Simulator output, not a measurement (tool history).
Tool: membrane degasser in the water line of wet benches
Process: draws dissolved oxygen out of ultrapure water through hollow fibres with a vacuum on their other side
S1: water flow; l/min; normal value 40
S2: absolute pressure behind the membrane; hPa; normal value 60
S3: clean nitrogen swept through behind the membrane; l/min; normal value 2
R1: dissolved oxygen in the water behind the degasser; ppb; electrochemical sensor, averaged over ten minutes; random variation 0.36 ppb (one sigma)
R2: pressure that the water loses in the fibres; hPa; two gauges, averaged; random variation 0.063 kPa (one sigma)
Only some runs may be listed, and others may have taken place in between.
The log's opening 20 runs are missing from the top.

run	day	S1	S2	S3	R1	R2
# day 126.992: seals of the vacuum lines changed
21	131.704	30	60	1.47	132.2	193.4
22	139.388	34	60	2	113.1	219.5
23	143.896	34	60	2	113.1	219.2
24	149.554	28	40.6	3.26	20.9	181
25	154.621	28	40.6	3.26	21	181.2
26	160.467	40	79.8	2	216.9	259.5
27	167.492	35	60	2	117.6	227.4
28	172.638	46	58.9	2	146.7	297.4
29	178.088	39	52.5	4.38	48.8	252.8
# day 182.7: vacuum gauge calibrated
30	183.679	39	52.5	2.23	79.8	252.7
31	188.333	34	87.7	2	208	221
32	197.6	34	87.7	2	209.1	219.5

Consider 3 possible next runs. They are alternatives, not a sequence: every one starts from the tool as it was left by run 32. What does each give?
A	205.054	29	37.5	4.19	?	?
B	205.054	34	87.7	5.82	?	?
C	205.054	33	60	2	?	?

run	R1	R2
A	8.5	188.6
B	78.3	219.7
C	102.4	214.8
With the hidden condition removed and each run's random variation left untouched, the same runs would have given:
run	R1	R2
A	9.4	186.4
B	78.9	217.1
C	104.3	212.3
